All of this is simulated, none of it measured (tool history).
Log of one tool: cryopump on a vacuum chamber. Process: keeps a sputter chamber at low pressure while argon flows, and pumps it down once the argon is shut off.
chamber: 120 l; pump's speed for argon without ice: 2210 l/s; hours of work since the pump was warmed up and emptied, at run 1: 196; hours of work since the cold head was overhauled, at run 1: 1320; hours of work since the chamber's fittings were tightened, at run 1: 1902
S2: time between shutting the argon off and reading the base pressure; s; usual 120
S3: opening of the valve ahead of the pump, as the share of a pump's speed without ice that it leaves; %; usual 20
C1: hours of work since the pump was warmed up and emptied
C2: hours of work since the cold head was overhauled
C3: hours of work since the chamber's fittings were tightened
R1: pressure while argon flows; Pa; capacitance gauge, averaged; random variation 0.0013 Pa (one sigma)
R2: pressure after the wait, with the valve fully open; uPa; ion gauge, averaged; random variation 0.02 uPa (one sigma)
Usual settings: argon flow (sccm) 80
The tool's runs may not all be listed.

Run 1, day 0.000: usual settings; C1 196; C2 1320; C3 1902. Result: R1 0.3134 Pa, R2 0.67 uPa.
Run 2, day 3.950: usual settings; C1 245; C2 1369; C3 1951. Result: R1 0.3161 Pa, R2 0.72 uPa.
Run 3, day 8.267: usual settings but S3 58 %; C1 299; C2 1422; C3 2005. Result: R1 0.1141 Pa, R2 0.76 uPa.
Run 4, day 12.121: usual settings but S3 39 %; C1 347; C2 1470; C3 2053. Result: R1 0.1700 Pa, R2 0.80 uPa.
Run 5, day 14.188: usual settings but S3 29 %; C1 373; C2 1496; C3 2078. Result: R1 0.2247 Pa, R2 0.81 uPa.
Run 6, day 17.354: usual settings but S3 29 %; C1 412; C2 1535; C3 2118. Result: R1 0.2236 Pa, R2 0.81 uPa.
Run 7, day 20.871: usual settings but S3 29 %; C1 456; C2 1579; C3 2161. Result: R1 0.2264 Pa, R2 0.88 uPa.
Run 8, day 25.662: usual settings but S3 29 %; C1 515; C2 1639; C3 2221. Result: R1 0.2287 Pa, R2 0.85 uPa.
At day 26.983: pump warmed up, emptied and cooled again.
Run 9, day 29.058: usual settings but S3 29 %; C1 26; C2 1678; C3 2261. Result: R1 0.2111 Pa, R2 0.73 uPa.
Run 10, day 33.196: usual settings but S2 85 s, S3 29 %; C1 77; C2 1730; C3 2312. Result: R1 0.2143 Pa, R2 0.81 uPa.
Run 11, day 35.404: usual settings; C1 105; C2 1757; C3 2339. Result: R1 0.3081 Pa, R2 0.75 uPa.
Run 12, day 38.725: usual settings but S2 22 s; C1 146; C2 1798; C3 2381. Result: R1 0.3119 Pa, R2 1.31 uPa.
Run 13, day 40.800: usual settings but S2 22 s; C1 172; C2 1824; C3 2407. Result: R1 0.3096 Pa, R2 1.33 uPa.
At day 42.617: leaking fittings of the chamber tightened, without venting.
Run 14, day 45.467: usual settings but S2 22 s; C1 229; C2 1881; C3 35. Result: R1 0.3099 Pa, R2 0.80 uPa.
Run 15, day 48.742: usual settings but S3 18 %; C1 269; C2 1922; C3 76. Result: R1 0.3473 Pa, R2 0.28 uPa.
Run 16, day 52.112: usual settings but argon flow (sccm) 158; C1 311; C2 1964; C3 118. Result: R1 0.6255 Pa, R2 0.30 uPa.
Run 17, day 56.054: usual settings but S3 22 %; C1 360; C2 2013; C3 167. Result: R1 0.2897 Pa, R2 0.31 uPa.
Run 18, day 58.804: usual settings but argon flow (sccm) 62, S2 23 s; C1 395; C2 2047; C3 201. Result: R1 0.2468 Pa, R2 0.82 uPa.
Run 19, day 62.708: usual settings but argon flow (sccm) 82, S2 23 s; C1 443; C2 2096; C3 250. Result: R1 0.3306 Pa, R2 0.85 uPa.
Run 20, day 65.479: usual settings but argon flow (sccm) 158, S2 23 s; C1 478; C2 2130; C3 284. Result: R1 0.6348 Pa, R2 0.87 uPa.
At day 70.046: pump warmed up, emptied and cooled again.
Run 21, day 70.379: usual settings but argon flow (sccm) 158, S2 23 s; C1 4; C2 2188; C3 343. Result: R1 0.6085 Pa, R2 0.80 uPa.
Run 22, day 72.983: usual settings but argon flow (sccm) 91, S2 59 s, S3 25 %; C1 37; C2 2221; C3 375. Result: R1 0.2799 Pa, R2 0.45 uPa.
Run 23, day 75.183: usual settings but argon flow (sccm) 63, S2 88 s, S3 51 %; C1 64; C2 2248; C3 402. Result: R1 0.0960 Pa, R2 0.38 uPa.
Run 24, day 78.033: usual settings but argon flow (sccm) 153, S2 52 s, S3 19 %; C1 99; C2 2283; C3 438. Result: R1 0.6247 Pa, R2 0.53 uPa.
Run 25, day 81.725: usual settings but argon flow (sccm) 118, S2 216 s, S3 25 %; C1 145; C2 2329; C3 484. Result: R1 0.3720 Pa, R2 0.34 uPa.
Run 26, day 83.962: usual settings but argon flow (sccm) 118, S2 238 s, S3 25 %; C1 173; C2 2357; C3 511. Result: R1 0.3694 Pa, R2 0.36 uPa.
Run 27, day 88.417: usual settings but argon flow (sccm) 118, S2 238 s, S3 25 %; C1 228; C2 2413; C3 567. Result: R1 0.3727 Pa, R2 0.33 uPa.

Forecast run 28:
Run 28, day 92.250: usual settings but argon flow (sccm) 136; C1 276; C2 2460; C3 614. Result: R1 ?, R2 ?.

R1: 0.5371 Pa
R2: 0.42 uPa
Without the tool's hidden state the same run would have given R1 0.5212 Pa, R2 0.24 uPa.
